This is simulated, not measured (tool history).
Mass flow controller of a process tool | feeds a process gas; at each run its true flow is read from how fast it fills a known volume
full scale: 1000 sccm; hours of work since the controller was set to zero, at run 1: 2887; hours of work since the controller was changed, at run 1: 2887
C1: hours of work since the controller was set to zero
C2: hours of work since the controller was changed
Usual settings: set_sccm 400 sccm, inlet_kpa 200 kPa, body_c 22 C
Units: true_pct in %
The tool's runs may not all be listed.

Run 1, hour 0.0: usual settings; C1 2887; C2 2887. Result: true_pct 98.84 %.
Run 2, hour 417.5: usual settings; C1 3023; C2 3023. Result: true_pct 98.77 %.
Run 3, hour 873.3: usual settings but inlet_kpa 222 kPa; C1 3173; C2 3173. Result: true_pct 98.90 %.
Run 4, hour 1095.4: usual settings but inlet_kpa 222 kPa; C1 3246; C2 3246. Result: true_pct 98.66 %.
Run 5, hour 1403.4: usual settings but inlet_kpa 222 kPa; C1 3347; C2 3347. Result: true_pct 98.75 %.
Run 6, hour 1744.5: usual settings but inlet_kpa 222 kPa; C1 3459; C2 3459. Result: true_pct 98.75 %.
Run 7, hour 2165.3: usual settings but inlet_kpa 222 kPa; C1 3597; C2 3597. Result: true_pct 98.94 %.
Run 8, hour 2666.5: usual settings but inlet_kpa 152 kPa; C1 3761; C2 3761. Result: true_pct 98.42 %.
Run 9, hour 2959.1: usual settings but inlet_kpa 152 kPa; C1 3857; C2 3857. Result: true_pct 98.52 %.
Run 10, hour 3196.6: usual settings but inlet_kpa 152 kPa; C1 3935; C2 3935. Result: true_pct 98.54 %.
Run 11, hour 3576.3: usual settings but inlet_kpa 279 kPa; C1 4059; C2 4059. Result: true_pct 98.92 %.
Run 12, hour 4021.2: usual settings but inlet_kpa 279 kPa; C1 4205; C2 4205. Result: true_pct 98.96 %.
Run 13, hour 4507.9: usual settings; C1 4365; C2 4365. Result: true_pct 98.64 %.
Run 14, hour 4883.7: usual settings; C1 4488; C2 4488. Result: true_pct 98.64 %.
Run 15, hour 5171.1: usual settings; C1 4582; C2 4582. Result: true_pct 98.55 %.
Run 16, hour 5512.1: usual settings but inlet_kpa 157 kPa; C1 4694; C2 4694. Result: true_pct 98.40 %.
Run 17, hour 5998.0: usual settings but inlet_kpa 157 kPa; C1 4853; C2 4853. Result: true_pct 98.46 %.
Run 18, hour 6267.2: usual settings but set_sccm 762 sccm, inlet_kpa 165 kPa; C1 4942; C2 4942. Result: true_pct 99.05 %.
Run 19, hour 6659.4: usual settings but set_sccm 762 sccm, inlet_kpa 165 kPa; C1 5070; C2 5070. Result: true_pct 99.10 %.
Run 20, hour 6922.4: usual settings but set_sccm 762 sccm, inlet_kpa 165 kPa; C1 5156; C2 5156. Result: true_pct 98.97 %.
Run 21, hour 7191.7: usual settings but set_sccm 142 sccm, inlet_kpa 165 kPa, body_c 24 C; C1 5245; C2 5245. Result: true_pct 98.73 %.
Run 22, hour 7437.3: usual settings but set_sccm 142 sccm, inlet_kpa 165 kPa, body_c 24 C; C1 5325; C2 5325. Result: true_pct 98.69 %.
Run 23, hour 7722.0: usual settings but set_sccm 118 sccm, body_c 39 C; C1 5419; C2 5419. Result: true_pct 97.40 %.
Run 24, hour 7960.5: usual settings but set_sccm 118 sccm, body_c 39 C; C1 5497; C2 5497. Result: true_pct 97.37 %.
Run 25, hour 8211.0: usual settings but set_sccm 144 sccm, inlet_kpa 173 kPa, body_c 21 C; C1 5579; C2 5579. Result: true_pct 99.23 %.
Run 26, hour 8512.1: usual settings but set_sccm 569 sccm, inlet_kpa 196 kPa, body_c 38 C; C1 5678; C2 5678. Result: true_pct 96.75 %.
Run 27, hour 8897.2: usual settings but set_sccm 569 sccm, inlet_kpa 196 kPa, body_c 38 C; C1 5804; C2 5804. Result: true_pct 96.82 %.
Run 28, hour 9308.4: usual settings but set_sccm 569 sccm, inlet_kpa 196 kPa, body_c 38 C; C1 5939; C2 5939. Result: true_pct 96.84 %.

4 ways to go on from here, each from the tool as it stands after run 28. What would each give?
Run A, hour 9531.7: usual settings but set_sccm 348 sccm, inlet_kpa 182 kPa, body_c 35 C; C1 6012; C2 6012. Result: true_pct ?.
Run B, hour 9531.7: usual settings but set_sccm 165 sccm, inlet_kpa 213 kPa, body_c 38 C; C1 6012; C2 6012. Result: true_pct ?.
Run C, hour 9531.7: usual settings but set_sccm 303 sccm, inlet_kpa 223 kPa, body_c 35 C; C1 6012; C2 6012. Result: true_pct ?.
Run D, hour 9531.7: usual settings but set_sccm 118 sccm, body_c 31 C; C1 6012; C2 6012. Result: true_pct ?.

run  true_pct
  A     96.86
  B     97.07
  C     96.99
  D     98.54
Without the tool's hidden state the same runs would have given:
run  true_pct
  A     97.17
  B     96.49
  C     97.18
  D     97.27
